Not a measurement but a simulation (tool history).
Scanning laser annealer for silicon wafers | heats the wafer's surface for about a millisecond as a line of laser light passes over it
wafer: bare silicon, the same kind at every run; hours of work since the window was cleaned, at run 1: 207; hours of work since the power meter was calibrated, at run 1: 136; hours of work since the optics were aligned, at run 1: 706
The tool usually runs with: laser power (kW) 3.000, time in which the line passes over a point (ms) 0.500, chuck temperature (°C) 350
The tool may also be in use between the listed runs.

run   hour  laser power (kW)  time in which the line passes over a point (ms)  chuck temperature (°C)  hours of work since the window was cleaned  hours of work since the power meter was calibrated  hours of work since the optics were aligned  highest temperature of the surface (°C)
  1    0.0             3.000                                            0.500                     350                                         207                                                 136                                          706                                     1034
  2   17.6             3.000                                            0.500                     350                                         220                                                 149                                          718                                     1035
  3   33.6             3.000                                            0.500                     350                                         231                                                 160                                          730                                     1033
  4   49.8             3.000                                            0.500                     350                                         243                                                 172                                          741                                     1034
  5   68.3             3.000                                            0.500                     320                                         256                                                 185                                          754                                     1002
  6   77.6             3.000                                            0.500                     320                                         263                                                 191                                          761                                     1004
  7   91.7             3.000                                            0.500                     320                                         273                                                 201                                          771                                     1000
  8  110.4             3.000                                            0.500                     320                                         286                                                 215                                          784                                     1001
  9  124.3             3.000                                            0.500                     320                                         296                                                 225                                          794                                      999
     127.6  -- window over the wafer cleaned
 10  139.0             3.000                                            0.500                     350                                           8                                                 234                                          803                                     1023
 11  147.1             3.000                                            0.500                     375                                          14                                                 240                                          809                                     1048
 12  163.2             3.000                                            0.500                     375                                          25                                                 251                                          820                                     1050
 13  180.1             3.000                                            0.500                     375                                          37                                                 263                                          832                                     1047
 14  189.7             2.988                                            0.390                     375                                          44                                                 270                                          839                                      979
 15  206.2             2.988                                            0.390                     375                                          56                                                 282                                          851                                      975
     214.0  -- window over the wafer cleaned, once more
 16  224.0             3.207                                            0.361                     375                                           7                                                 293                                          862                                     1020
 17  237.0             2.976                                            0.555                     377                                          16                                                 302                                          872                                     1097
 18  250.9             2.976                                            0.555                     377                                          26                                                 312                                          881                                     1098
 19  268.4             2.612                                            0.502                     315                                          39                                                 324                                          894                                      929
 20  285.7             3.299                                            0.585                     350                                          51                                                 337                                          906                                     1157
 21  295.1             2.979                                            0.469                     384                                          58                                                 343                                          913                                     1053
 22  308.6             2.755                                            0.616                     350                                          67                                                 353                                          923                                     1049
     316.2  -- optics aligned, line set to its width
 23  329.9             2.995                                            0.616                     345                                          79                                                 365                                           10                                     1113
 24  347.4             2.911                                            0.500                     350                                          91                                                 377                                           22                                     1036
 25  362.6             3.000                                            0.530                     350                                         102                                                 388                                           33                                     1069

Difference, measured minus no-hidden-state, one row per run. Run-to-run variation is common to both terms; the gauge's own scatter need not be:
The hidden state here: light that passes the window, % of a clean one's; laser's true power over the reading, %; width of the line over the set one, %; drift of the gauge itself on peak_c, C.
run  highest temperature of the surface (°C)
  1                                      -22
  2                                      -23
  3                                      -24
  4                                      -25
  5                                      -25
  6                                      -26
  7                                      -26
  8                                      -28
  9                                      -28
 10                                      -34
 11                                      -35
 12                                      -36
 13                                      -36
 14                                      -33
 15                                      -33
 16                                      -12
 17                                      -14
 18                                      -15
 19                                      -13
 20                                      -18
 21                                      -15
 22                                      -17
 23                                       -6
 24                                       -6
 25                                       -7
